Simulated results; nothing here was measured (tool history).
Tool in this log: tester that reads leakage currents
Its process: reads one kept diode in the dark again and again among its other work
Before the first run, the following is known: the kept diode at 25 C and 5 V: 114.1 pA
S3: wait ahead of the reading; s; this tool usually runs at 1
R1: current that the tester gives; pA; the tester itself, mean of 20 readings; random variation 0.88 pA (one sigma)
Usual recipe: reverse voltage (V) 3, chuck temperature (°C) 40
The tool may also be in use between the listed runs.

run 1 hour=0 | reverse_voltage_(V)=3 chuck_temperature_(°C)=40 S3=1 | R1=264.08
run 2 hour=174.7 | reverse_voltage_(V)=3 chuck_temperature_(°C)=40 S3=1 | R1=260.76
-- hour=276.5 probe card cleaned and baked
run 3 hour=355.3 | reverse_voltage_(V)=3 chuck_temperature_(°C)=40 S3=1 | R1=253.71
run 4 hour=435.8 | reverse_voltage_(V)=3 chuck_temperature_(°C)=40 S3=1 | R1=255.73
run 5 hour=598.2 | reverse_voltage_(V)=3 chuck_temperature_(°C)=40 S3=1 | R1=252.2
run 6 hour=770.9 | reverse_voltage_(V)=3 chuck_temperature_(°C)=40 S3=4.97 | R1=249.02
run 7 hour=938 | reverse_voltage_(V)=3 chuck_temperature_(°C)=40 S3=4.97 | R1=246.18
run 8 hour=1046 | reverse_voltage_(V)=3 chuck_temperature_(°C)=40 S3=1 | R1=245.38
run 9 hour=1154.2 | reverse_voltage_(V)=3 chuck_temperature_(°C)=40 S3=1 | R1=243.56
-- hour=1208.3 chuck's temperature calibrated
run 10 hour=1280.9 | reverse_voltage_(V)=3 chuck_temperature_(°C)=40 S3=1 | R1=286.67
run 11 hour=1388 | reverse_voltage_(V)=3 chuck_temperature_(°C)=40 S3=1 | R1=286.02
run 12 hour=1557.5 | reverse_voltage_(V)=12.38 chuck_temperature_(°C)=40 S3=1 | R1=601.45
-- hour=1633.3 tester calibrated
run 13 hour=1644 | reverse_voltage_(V)=12.38 chuck_temperature_(°C)=40 S3=1 | R1=618.4
run 14 hour=1785.7 | reverse_voltage_(V)=12.38 chuck_temperature_(°C)=40 S3=1 | R1=607.95
run 15 hour=1884.7 | reverse_voltage_(V)=3 chuck_temperature_(°C)=40 S3=1 | R1=283.1
run 16 hour=2062.6 | reverse_voltage_(V)=3 chuck_temperature_(°C)=40 S3=1 | R1=280.1
run 17 hour=2156.3 | reverse_voltage_(V)=3 chuck_temperature_(°C)=40 S3=1 | R1=277.69
run 18 hour=2262.3 | reverse_voltage_(V)=3 chuck_temperature_(°C)=40 S3=1 | R1=277.65
run 19 hour=2446.7 | reverse_voltage_(V)=3 chuck_temperature_(°C)=38 S3=1 | R1=233.31
run 20 hour=2550 | reverse_voltage_(V)=3 chuck_temperature_(°C)=48 S3=9.11 | R1=490.71
run 21 hour=2655.5 | reverse_voltage_(V)=3 chuck_temperature_(°C)=48 S3=9.11 | R1=491.69
run 22 hour=2828.3 | reverse_voltage_(V)=1.52 chuck_temperature_(°C)=21 S3=3.31 | R1=39.63
run 23 hour=2961.6 | reverse_voltage_(V)=3.02 chuck_temperature_(°C)=35 S3=0.83 | R1=180.21
run 24 hour=3154.3 | reverse_voltage_(V)=3.02 chuck_temperature_(°C)=35 S3=1.23 | R1=179.13
run 25 hour=3234.4 | reverse_voltage_(V)=3.83 chuck_temperature_(°C)=31 S3=1 | R1=146.47
run 26 hour=3329.6 | reverse_voltage_(V)=2.89 chuck_temperature_(°C)=40 S3=1 | R1=253.2
run 27 hour=3465.7 | reverse_voltage_(V)=7.82 chuck_temperature_(°C)=54 S3=2.03 | R1=1199.21
run 28 hour=3580.4 | reverse_voltage_(V)=9.09 chuck_temperature_(°C)=54 S3=6.9 | R1=1286.6
run 29 hour=3714.7 | reverse_voltage_(V)=9.09 chuck_temperature_(°C)=54 S3=6.9 | R1=1269.9
run 30 hour=3863.2 | reverse_voltage_(V)=9.09 chuck_temperature_(°C)=54 S3=6.9 | R1=1269.78
-- hour=3968.4 chuck's temperature calibrated
run 31 hour=4036 | reverse_voltage_(V)=3.89 chuck_temperature_(°C)=22 S3=2.93 | R1=78.57
run 32 hour=4162.4 | reverse_voltage_(V)=1.11 chuck_temperature_(°C)=40 S3=2.83 | R1=166.67
run 33 hour=4259.6 | reverse_voltage_(V)=3 chuck_temperature_(°C)=22 S3=0.74 | R1=68.27
run 34 hour=4363.5 | reverse_voltage_(V)=5.13 chuck_temperature_(°C)=27 S3=3.74 | R1=134.82
run 35 hour=4482.8 | reverse_voltage_(V)=1.69 chuck_temperature_(°C)=56 S3=3.74 | R1=660.86
run 36 hour=4612.8 | reverse_voltage_(V)=2.94 chuck_temperature_(°C)=57 S3=0.41 | R1=944.53
run 37 hour=4703.1 | reverse_voltage_(V)=13.91 chuck_temperature_(°C)=27 S3=3.05 | R1=229.34
run 38 hour=4870.4 | reverse_voltage_(V)=13.91 chuck_temperature_(°C)=27 S3=3.05 | R1=226.78

3 ways to go on from here, each from the tool as it stands after run 38. What would each give?
run A hour=4997.5 | reverse_voltage_(V)=2.56 chuck_temperature_(°C)=37 S3=3.05 | R1=?
run B hour=4997.5 | reverse_voltage_(V)=1.8 chuck_temperature_(°C)=31 S3=3.05 | R1=?
run C hour=4997.5 | reverse_voltage_(V)=3 chuck_temperature_(°C)=40 S3=0.57 | R1=?

run=A R1=196.09
run=B R1=101.01
run=C R1=270.76
Stripped of hidden state, with their random variation kept, the same runs would have yielded:
run=A R1=212.28
run=B R1=109.2
run=C R1=293.11
